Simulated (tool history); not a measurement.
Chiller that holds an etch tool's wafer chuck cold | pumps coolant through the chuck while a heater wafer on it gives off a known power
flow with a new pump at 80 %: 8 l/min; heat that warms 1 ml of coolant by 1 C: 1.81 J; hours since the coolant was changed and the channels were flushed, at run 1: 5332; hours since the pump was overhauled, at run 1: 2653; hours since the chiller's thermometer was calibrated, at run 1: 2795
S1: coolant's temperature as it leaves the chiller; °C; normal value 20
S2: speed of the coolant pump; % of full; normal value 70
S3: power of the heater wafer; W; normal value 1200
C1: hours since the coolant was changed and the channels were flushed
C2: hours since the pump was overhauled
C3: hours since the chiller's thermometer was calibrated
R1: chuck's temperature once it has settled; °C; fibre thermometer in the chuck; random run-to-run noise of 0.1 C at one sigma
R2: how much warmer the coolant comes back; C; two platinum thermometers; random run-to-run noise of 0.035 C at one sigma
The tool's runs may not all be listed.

run 1 hour=0 | S1=20 S2=70 S3=1200 | C1=5332 C2=2653 C3=2795 | R1=29.9 R2=5.7
run 2 hour=54.1 | S1=20 S2=67 S3=1200 | C1=5386 C2=2707 C3=2850 | R1=30.5 R2=5.92
run 3 hour=111.7 | S1=20 S2=70 S3=887 | C1=5444 C2=2764 C3=2907 | R1=27.4 R2=4.22
run 4 hour=161.8 | S1=20 S2=70 S3=887 | C1=5494 C2=2814 C3=2957 | R1=27.4 R2=4.26
run 5 hour=237.5 | S1=20 S2=70 S3=887 | C1=5570 C2=2890 C3=3033 | R1=27.4 R2=4.23
run 6 hour=286 | S1=20 S2=70 S3=887 | C1=5618 C2=2939 C3=3081 | R1=27.4 R2=4.27
run 7 hour=364.1 | S1=11 S2=70 S3=1200 | C1=5696 C2=3017 C3=3160 | R1=21 R2=5.73
run 8 hour=433.5 | S1=11 S2=70 S3=1200 | C1=5766 C2=3086 C3=3229 | R1=21 R2=5.79
run 9 hour=504.1 | S1=20 S2=96 S3=1059 | C1=5836 C2=3157 C3=3300 | R1=26.4 R2=3.72
run 10 hour=557.7 | S1=20 S2=96 S3=1059 | C1=5890 C2=3210 C3=3353 | R1=26.5 R2=3.76
run 11 hour=605.2 | S1=12 S2=96 S3=1170 | C1=5937 C2=3258 C3=3401 | R1=19.1 R2=4.04
run 12 hour=688.6 | S1=12 S2=96 S3=1170 | C1=6021 C2=3341 C3=3484 | R1=19.2 R2=4.19
run 13 hour=741.4 | S1=12 S2=96 S3=1170 | C1=6074 C2=3394 C3=3537 | R1=19.2 R2=4.15
run 14 hour=802.5 | S1=26 S2=92 S3=1170 | C1=6135 C2=3455 C3=3598 | R1=33.6 R2=4.35

For run 15, what comes out?
run 15 hour=892.9 | S1=12 S2=85 S3=759 | C1=6225 C2=3545 C3=3688 | R1=? R2=?

R1: 17.3 °C
R2: 3.14 C
If the tool had no hidden condition, the same run with the same run-to-run variation would have returned R1 17.3 °C, R2 2.99 C.
